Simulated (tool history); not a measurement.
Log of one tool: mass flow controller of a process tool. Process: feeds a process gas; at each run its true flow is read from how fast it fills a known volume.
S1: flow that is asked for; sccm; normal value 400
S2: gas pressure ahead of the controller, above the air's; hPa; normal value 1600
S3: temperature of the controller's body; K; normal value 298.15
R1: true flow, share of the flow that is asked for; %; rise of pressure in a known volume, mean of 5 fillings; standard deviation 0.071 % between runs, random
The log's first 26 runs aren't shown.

{"run": 27, "hour": 1899.2, "S1": 106, "S2": 1500, "S3": 310.15, "R1": 99.46}
{"run": 28, "hour": 1990.9, "S1": 400, "S2": 1550, "S3": 298.15, "R1": 100.39}
{"run": 29, "hour": 2060.4, "S1": 386, "S2": 1600, "S3": 310.15, "R1": 101.21}
{"run": 30, "hour": 2139.4, "S1": 386, "S2": 1820, "S3": 294.15, "R1": 100.08}
{"run": 31, "hour": 2191.3, "S1": 386, "S2": 1820, "S3": 294.15, "R1": 100.03}
{"run": 32, "hour": 2246.3, "S1": 386, "S2": 1820, "S3": 294.15, "R1": 99.98}
{"run": 33, "hour": 2294.8, "S1": 336, "S2": 2500, "S3": 311.15, "R1": 100.99}
{"run": 34, "hour": 2385.0, "S1": 400, "S2": 1930, "S3": 295.15, "R1": 100.23}
{"run": 35, "hour": 2436.1, "S1": 258, "S2": 2250, "S3": 301.15, "R1": 99.81}
{"run": 36, "hour": 2506.9, "S1": 336, "S2": 2250, "S3": 298.15, "R1": 100.07}
{"run": 37, "hour": 2554.3, "S1": 336, "S2": 2560, "S3": 295.15, "R1": 99.97}
{"run": 38, "hour": 2642.3, "S1": 336, "S2": 2560, "S3": 295.15, "R1": 99.84}
{"run": 39, "hour": 2745.7, "S1": 400, "S2": 1470, "S3": 296.15, "R1": 100.48}
{"run": 40, "hour": 2812.6, "S1": 209, "S2": 1660, "S3": 307.15, "R1": 100.17}
{"run": 41, "hour": 2868.1, "S1": 400, "S2": 1610, "S3": 297.15, "R1": 100.47}
{"run": 42, "hour": 2959.6, "S1": 202, "S2": 1930, "S3": 297.15, "R1": 99.37}
{"run": 43, "hour": 3034.8, "S1": 70, "S2": 2020, "S3": 309.15, "R1": 98.11}
{"run": 44, "hour": 3120.3, "S1": 400, "S2": 1600, "S3": 299.15, "R1": 100.61}
{"run": 45, "hour": 3210.9, "S1": 312, "S2": 1740, "S3": 303.15, "R1": 100.61}
{"run": 46, "hour": 3314.3, "S1": 112, "S2": 1560, "S3": 303.15, "R1": 98.87}
{"run": 47, "hour": 3366.2, "S1": 112, "S2": 1560, "S3": 303.15, "R1": 98.96}

What if the next run were any one of these 4? Each begins from the tool's condition after run 47:
{"run": "A", "hour": 3447.3, "S1": 112, "S2": 2420, "S3": 303.15, "R1": "?"}
{"run": "B", "hour": 3447.3, "S1": 400, "S2": 1600, "S3": 306.15, "R1": "?"}
{"run": "C", "hour": 3447.3, "S1": 201, "S2": 1560, "S3": 313.15, "R1": "?"}
{"run": "D", "hour": 3447.3, "S1": 116, "S2": 1440, "S3": 308.15, "R1": "?"}

run=A R1=98.74
run=B R1=101.05
run=C R1=100.6
run=D R1=99.36
Stripped of hidden state, with their random variation kept, the same runs would have yielded:
run=A R1=99.16
run=B R1=100.24
run=C R1=100.27
run=D R1=99.72
